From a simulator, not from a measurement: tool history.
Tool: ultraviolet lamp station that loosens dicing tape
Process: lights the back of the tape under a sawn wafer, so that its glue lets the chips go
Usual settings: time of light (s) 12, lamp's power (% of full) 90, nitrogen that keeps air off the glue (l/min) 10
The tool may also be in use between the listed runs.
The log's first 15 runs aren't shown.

run	hour	time of light (s)	lamp's power (% of full)	nitrogen that keeps air off the glue (l/min)	force that peels the tape off (N)	light that reached the tape (J/m2)
16	104.3	12	90	16	0.624	2850
17	114.8	12	90	16	0.607	2890
18	123.5	12	90	16	0.611	2880
19	131.6	12	90	20	0.594	2820
20	137.0	16	90	10	0.420	3840
21	144.5	14	90	5	0.823	3290
22	155.2	16	63	5	1.222	2630
23	162.4	16	63	5	1.191	2650
24	168.8	16	63	8	1.001	2660
25	173.7	16	63	8	0.961	2630
26	181.5	21	63	9	0.526	3440
27	189.9	11	79	10	1.178	2240
28	196.5	11	79	10	1.136	2260
29	206.5	11	79	4	1.681	2230
30	216.2	7	66	6	2.968	1200
31	224.7	12	98	10	0.679	3040
32	234.7	14	74	3	1.524	2700
33	243.7	12	96	7	0.854	2960
34	250.8	12	65	10	1.426	1980
35	258.6	12	89	10	0.809	2740
36	268.4	19	89	10	0.315	4260

4 ways to go on from here, each from the tool as it stands after run 36. What would each give?
A	274.7	9	89	17	?	?
B	274.7	14	80	4	?	?
C	274.7	12	90	4	?	?
D	274.7	7	89	12	?	?

run	force that peels the tape off (N)	light that reached the tape (J/m2)
A	1.197	1960
B	1.222	2820
C	1.256	2690
D	1.913	1570
Without the tool's hidden state the same runs would have given:
run	force that peels the tape off (N)	light that reached the tape (J/m2)
A	0.847	2390
B	0.867	3410
C	0.900	3260
D	1.469	1900
